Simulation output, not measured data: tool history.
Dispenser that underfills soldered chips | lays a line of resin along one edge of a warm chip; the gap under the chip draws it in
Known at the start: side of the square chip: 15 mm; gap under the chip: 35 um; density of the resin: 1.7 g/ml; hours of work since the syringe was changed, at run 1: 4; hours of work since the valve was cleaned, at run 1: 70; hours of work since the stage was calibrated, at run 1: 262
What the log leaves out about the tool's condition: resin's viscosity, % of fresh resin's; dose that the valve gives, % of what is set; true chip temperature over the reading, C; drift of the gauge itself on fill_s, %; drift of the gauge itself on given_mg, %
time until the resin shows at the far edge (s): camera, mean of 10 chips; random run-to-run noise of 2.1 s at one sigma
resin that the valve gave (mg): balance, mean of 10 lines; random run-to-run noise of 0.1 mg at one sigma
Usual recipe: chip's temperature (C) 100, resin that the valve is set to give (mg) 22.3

run    day  chip's temperature (C)  resin that the valve is set to give (mg)  hours of work since the syringe was changed  hours of work since the valve was cleaned  hours of work since the stage was calibrated  time until the resin shows at the far edge (s)  resin that the valve gave (mg)
  1      0                     100                                      22.3                                            4                                         70                                           262                                           289.9                            21.5
     0.167  -- new syringe of resin
  2  0.421                     100                                      22.3                                            4                                         76                                           269                                           307.7                           21.52
      0.55  -- new syringe of resin
  3  0.846                     100                                      22.3                                            5                                         83                                           275                                           328.6                           21.31
     0.975  -- new syringe of resin
  4  1.296                     100                                      22.3                                            5                                         89                                           282                                           340.2                           21.55
     1.346  -- new syringe of resin
  5  1.633                     100                                      22.3                                            4                                         94                                           287                                           328.3                           21.16
     1.729  -- new syringe of resin
     2.158  -- new syringe of resin
  6  2.362                     113                                      22.3                                            3                                        105                                           298                                           174.3                           21.22
     2.492  -- dispensing valve cleaned and set on the balance
     2.621  -- new syringe of resin
  7  2.804                     113                                      22.3                                            3                                          5                                           304                                           174.9                            22.2
         3  -- new syringe of resin
       3.4  -- new syringe of resin
  8  3.458                     108                                      23.1                                            1                                         14                                           313                                           182.9                           22.79
     3.796  -- new syringe of resin
  9  3.796                     114                                      24.9                                            0                                         19                                           318                                           135.4                           24.66
     4.208  -- new syringe of resin
 10  4.475                     114                                      24.9                                            4                                         30                                           329                                             188                           24.69
     4.621  -- new syringe of resin
 11  4.942                     114                                      24.9                                            5                                         37                                           336                                           199.3                           24.54
     4.996  -- new syringe of resin
 12  5.292                     111                                      25.7                                            5                                         42                                           341                                           213.2                            25.4

Below are 3 alternative next runs, each starting from the tool's condition after run 12. Predict each:
     5.371  -- new syringe of resin
     5.762  -- new syringe of resin
  A  5.779                     111                                      26.6                                            0                                         49                                           348                                               ?                               ?
     5.371  -- new syringe of resin
     5.762  -- new syringe of resin
  B  5.779                     112                                      24.8                                            0                                         49                                           348                                               ?                               ?
     5.371  -- new syringe of resin
     5.762  -- new syringe of resin
  C  5.779                     110                                      24.5                                            0                                         49                                           348                                               ?                               ?

run  time until the resin shows at the far edge (s)  resin that the valve gave (mg)
  A                                           151.9                           26.15
  B                                             147                           24.41
  C                                             163                           24.12
With no hidden state in the tool, these same runs would have given:
run  time until the resin shows at the far edge (s)  resin that the valve gave (mg)
  A                                           135.3                           26.63
  B                                           130.9                           24.85
  C                                           145.1                           24.57
